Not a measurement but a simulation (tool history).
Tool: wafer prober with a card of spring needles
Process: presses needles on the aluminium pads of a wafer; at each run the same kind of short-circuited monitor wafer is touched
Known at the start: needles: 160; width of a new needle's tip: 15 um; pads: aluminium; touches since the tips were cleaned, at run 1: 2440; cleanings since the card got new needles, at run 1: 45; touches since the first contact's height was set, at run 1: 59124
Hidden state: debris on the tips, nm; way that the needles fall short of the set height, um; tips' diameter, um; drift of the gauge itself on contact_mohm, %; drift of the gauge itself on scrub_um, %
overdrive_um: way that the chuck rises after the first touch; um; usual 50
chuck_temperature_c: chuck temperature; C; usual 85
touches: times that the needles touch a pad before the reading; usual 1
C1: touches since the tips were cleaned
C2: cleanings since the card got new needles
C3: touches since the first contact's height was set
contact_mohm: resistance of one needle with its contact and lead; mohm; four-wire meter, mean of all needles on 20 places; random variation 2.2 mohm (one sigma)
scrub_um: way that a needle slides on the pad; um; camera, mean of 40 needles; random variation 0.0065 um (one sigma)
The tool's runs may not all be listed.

{"run": 1, "hour": 0.0, "overdrive_um": 50, "chuck_temperature_c": 85, "touches": 1, "C1": 2440, "C2": 45, "C3": 59124, "contact_mohm": 355, "scrub_um": 8.329}
{"hour": 28.9, "done": "tips cleaned on abrasive film"}
{"run": 2, "hour": 53.3, "overdrive_um": 50, "chuck_temperature_c": 85, "touches": 2, "C1": 4110, "C2": 46, "C3": 68105, "contact_mohm": 349, "scrub_um": 8.333}
{"hour": 73.5, "done": "tips cleaned on abrasive film"}
{"run": 3, "hour": 93.8, "overdrive_um": 50, "chuck_temperature_c": 53, "touches": 1, "C1": 3431, "C2": 47, "C3": 74936, "contact_mohm": 400, "scrub_um": 8.322}
{"hour": 111.8, "done": "height of the first contact set anew"}
{"hour": 115.9, "done": "tips cleaned on abrasive film"}
{"run": 4, "hour": 137.4, "overdrive_um": 50, "chuck_temperature_c": 53, "touches": 1, "C1": 3619, "C2": 48, "C3": 4295, "contact_mohm": 403, "scrub_um": 8.388}
{"hour": 160.4, "done": "tips cleaned on abrasive film"}
{"run": 5, "hour": 191.2, "overdrive_um": 50, "chuck_temperature_c": 85, "touches": 1, "C1": 5198, "C2": 49, "C3": 13374, "contact_mohm": 437, "scrub_um": 8.364}
{"hour": 204.7, "done": "tips cleaned on abrasive film"}
{"run": 6, "hour": 219.2, "overdrive_um": 50, "chuck_temperature_c": 45, "touches": 1, "C1": 2447, "C2": 50, "C3": 18083, "contact_mohm": 367, "scrub_um": 8.366}
{"hour": 249.5, "done": "tips cleaned on abrasive film"}
{"run": 7, "hour": 280.8, "overdrive_um": 50, "chuck_temperature_c": 85, "touches": 1, "C1": 5277, "C2": 51, "C3": 28464, "contact_mohm": 433, "scrub_um": 8.362}
{"hour": 292.4, "done": "tips cleaned on abrasive film"}
{"run": 8, "hour": 319.4, "overdrive_um": 50, "chuck_temperature_c": 85, "touches": 1, "C1": 4558, "C2": 52, "C3": 34970, "contact_mohm": 424, "scrub_um": 8.35}
{"hour": 335.6, "done": "tips cleaned on abrasive film"}
{"run": 9, "hour": 352.3, "overdrive_um": 50, "chuck_temperature_c": 85, "touches": 1, "C1": 2814, "C2": 53, "C3": 40508, "contact_mohm": 387, "scrub_um": 8.336}
{"hour": 379.2, "done": "tips cleaned on abrasive film"}
{"run": 10, "hour": 397.4, "overdrive_um": 37, "chuck_temperature_c": 85, "touches": 1, "C1": 3069, "C2": 54, "C3": 48108, "contact_mohm": 493, "scrub_um": 6.149}
{"hour": 422.1, "done": "tips cleaned on abrasive film"}
{"run": 11, "hour": 440.6, "overdrive_um": 50, "chuck_temperature_c": 85, "touches": 1, "C1": 3128, "C2": 55, "C3": 55391, "contact_mohm": 378, "scrub_um": 8.321}
{"hour": 466.3, "done": "tips cleaned on abrasive film"}
{"run": 12, "hour": 486.8, "overdrive_um": 33, "chuck_temperature_c": 68, "touches": 1, "C1": 3453, "C2": 56, "C3": 63165, "contact_mohm": 613, "scrub_um": 5.464}
{"hour": 509.7, "done": "tips cleaned on abrasive film"}
{"run": 13, "hour": 547.5, "overdrive_um": 62, "chuck_temperature_c": 77, "touches": 1, "C1": 6387, "C2": 57, "C3": 73411, "contact_mohm": 403, "scrub_um": 10.314}
{"hour": 552.8, "done": "tips cleaned on abrasive film"}
{"hour": 573.0, "done": "height of the first contact set anew"}
{"run": 14, "hour": 593.5, "overdrive_um": 62, "chuck_temperature_c": 77, "touches": 1, "C1": 6825, "C2": 58, "C3": 3458, "contact_mohm": 400, "scrub_um": 10.39}
{"hour": 598.5, "done": "tips cleaned on abrasive film"}
{"hour": 640.7, "done": "tips cleaned on abrasive film"}
{"run": 15, "hour": 649.5, "overdrive_um": 62, "chuck_temperature_c": 77, "touches": 1, "C1": 1492, "C2": 60, "C3": 12891, "contact_mohm": 299, "scrub_um": 10.366}
{"hour": 684.4, "done": "tips cleaned on abrasive film"}
{"run": 16, "hour": 692.7, "overdrive_um": 50, "chuck_temperature_c": 88, "touches": 1, "C1": 1402, "C2": 61, "C3": 20160, "contact_mohm": 341, "scrub_um": 8.35}
{"hour": 728.2, "done": "tips cleaned on abrasive film"}
{"run": 17, "hour": 756.8, "overdrive_um": 51, "chuck_temperature_c": 40, "touches": 3, "C1": 4836, "C2": 62, "C3": 30972, "contact_mohm": 305, "scrub_um": 8.519}
{"hour": 771.2, "done": "tips cleaned on abrasive film"}
{"run": 18, "hour": 804.1, "overdrive_um": 54, "chuck_temperature_c": 109, "touches": 3, "C1": 5557, "C2": 63, "C3": 38941, "contact_mohm": 310, "scrub_um": 9.011}
{"hour": 815.7, "done": "tips cleaned on abrasive film"}
{"run": 19, "hour": 838.0, "overdrive_um": 38, "chuck_temperature_c": 26, "touches": 3, "C1": 3774, "C2": 64, "C3": 44653, "contact_mohm": 343, "scrub_um": 6.303}
{"hour": 860.2, "done": "tips cleaned on abrasive film"}
{"run": 20, "hour": 901.6, "overdrive_um": 38, "chuck_temperature_c": 26, "touches": 3, "C1": 6990, "C2": 65, "C3": 55373, "contact_mohm": 388, "scrub_um": 6.31}
{"hour": 905.6, "done": "tips cleaned on abrasive film"}
{"run": 21, "hour": 941.0, "overdrive_um": 64, "chuck_temperature_c": 26, "touches": 1, "C1": 5978, "C2": 66, "C3": 62018, "contact_mohm": 376, "scrub_um": 10.662}

3 ways to go on from here, each from the tool as it stands after run 21. What would each give?
{"hour": 953.0, "done": "tips cleaned on abrasive film"}
{"run": "A", "hour": 973.9, "overdrive_um": 54, "chuck_temperature_c": 30, "touches": 1, "C1": 3540, "C2": 67, "C3": 67557, "contact_mohm": "?", "scrub_um": "?"}
{"hour": 953.0, "done": "tips cleaned on abrasive film"}
{"run": "B", "hour": 973.9, "overdrive_um": 52, "chuck_temperature_c": 94, "touches": 1, "C1": 3540, "C2": 67, "C3": 67557, "contact_mohm": "?", "scrub_um": "?"}
{"hour": 953.0, "done": "tips cleaned on abrasive film"}
{"run": "C", "hour": 973.9, "overdrive_um": 64, "chuck_temperature_c": 39, "touches": 1, "C1": 3540, "C2": 67, "C3": 67557, "contact_mohm": "?", "scrub_um": "?"}

run=A contact_mohm=377 scrub_um=8.964
run=B contact_mohm=390 scrub_um=8.633
run=C contact_mohm=335 scrub_um=10.655
Without the tool's hidden state the same runs would have given:
run=A contact_mohm=227 scrub_um=9.055
run=B contact_mohm=245 scrub_um=8.724
run=C contact_mohm=227 scrub_um=10.746

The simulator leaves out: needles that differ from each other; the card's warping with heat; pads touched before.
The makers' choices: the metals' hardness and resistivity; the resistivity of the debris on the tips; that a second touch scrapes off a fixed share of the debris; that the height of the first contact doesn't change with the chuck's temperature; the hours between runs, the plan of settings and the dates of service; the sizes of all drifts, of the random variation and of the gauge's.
